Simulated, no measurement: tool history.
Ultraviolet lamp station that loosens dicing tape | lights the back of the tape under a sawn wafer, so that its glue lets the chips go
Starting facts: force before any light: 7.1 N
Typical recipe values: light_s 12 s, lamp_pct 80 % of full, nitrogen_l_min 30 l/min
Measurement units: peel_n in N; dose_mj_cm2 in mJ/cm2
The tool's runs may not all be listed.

Run 1, hour 0.0: usual settings. Result: peel_n 0.724 N, dose_mj_cm2 335 mJ/cm2.
Run 2, hour 15.2: usual settings but lamp_pct 70 % of full. Result: peel_n 0.925 N, dose_mj_cm2 290 mJ/cm2.
Run 3, hour 35.6: usual settings but lamp_pct 70 % of full. Result: peel_n 0.921 N, dose_mj_cm2 300 mJ/cm2.
Run 4, hour 46.4: usual settings but lamp_pct 86 % of full. Result: peel_n 0.623 N, dose_mj_cm2 362 mJ/cm2.
At hour 56.2: window cleaned of glue's vapour.
Run 5, hour 67.1: usual settings but lamp_pct 86 % of full. Result: peel_n 0.611 N, dose_mj_cm2 359 mJ/cm2.
Run 6, hour 79.6: usual settings but light_s 17 s. Result: peel_n 0.315 N, dose_mj_cm2 477 mJ/cm2.
Run 7, hour 99.5: usual settings but light_s 17 s. Result: peel_n 0.324 N, dose_mj_cm2 476 mJ/cm2.
Run 8, hour 117.3: usual settings but light_s 17 s. Result: peel_n 0.319 N, dose_mj_cm2 475 mJ/cm2.
Run 9, hour 129.8: usual settings but light_s 18 s, lamp_pct 75 % of full, nitrogen_l_min 11 l/min. Result: peel_n 0.744 N, dose_mj_cm2 473 mJ/cm2.
Run 10, hour 146.5: usual settings but light_s 7 s, lamp_pct 75 % of full, nitrogen_l_min 11 l/min. Result: peel_n 2.983 N, dose_mj_cm2 184 mJ/cm2.
Run 11, hour 166.9: usual settings but lamp_pct 78 % of full, nitrogen_l_min 39 l/min. Result: peel_n 0.625 N, dose_mj_cm2 322 mJ/cm2.
Run 12, hour 175.9: usual settings but light_s 8 s, lamp_pct 60 % of full, nitrogen_l_min 28 l/min. Result: peel_n 2.244 N, dose_mj_cm2 170 mJ/cm2.
Run 13, hour 185.9: usual settings but light_s 8 s, lamp_pct 60 % of full, nitrogen_l_min 28 l/min. Result: peel_n 2.284 N, dose_mj_cm2 167 mJ/cm2.
Run 14, hour 195.7: usual settings but light_s 8 s, lamp_pct 60 % of full, nitrogen_l_min 28 l/min. Result: peel_n 2.304 N, dose_mj_cm2 169 mJ/cm2.
Run 15, hour 206.1: usual settings but light_s 16 s, lamp_pct 79 % of full, nitrogen_l_min 28 l/min. Result: peel_n 0.412 N, dose_mj_cm2 441 mJ/cm2.

Consider 4 possible next runs. They are alternatives, not a sequence: every one starts from the tool as it was left by run 15. What does each give?
Run A, hour 225.5: usual settings but light_s 23 s, lamp_pct 92 % of full, nitrogen_l_min 16 l/min. Result: peel_n ?, dose_mj_cm2 ?.
Run B, hour 225.5: usual settings but lamp_pct 71 % of full, nitrogen_l_min 20 l/min. Result: peel_n ?, dose_mj_cm2 ?.
Run C, hour 225.5: usual settings but light_s 20 s, lamp_pct 92 % of full, nitrogen_l_min 41 l/min. Result: peel_n ?, dose_mj_cm2 ?.
Run D, hour 225.5: usual settings but light_s 7 s, lamp_pct 78 % of full, nitrogen_l_min 12 l/min. Result: peel_n ?, dose_mj_cm2 ?.

run  peel_n  dose_mj_cm2
  A   0.194          743
  B   1.190          297
  C   0.131          640
  D   2.714          186
The same runs, with their run-to-run variation unchanged, on a tool lacking any hidden condition would have given:
run  peel_n  dose_mj_cm2
  A   0.194          744
  B   1.188          298
  C   0.131          640
  D   2.712          186
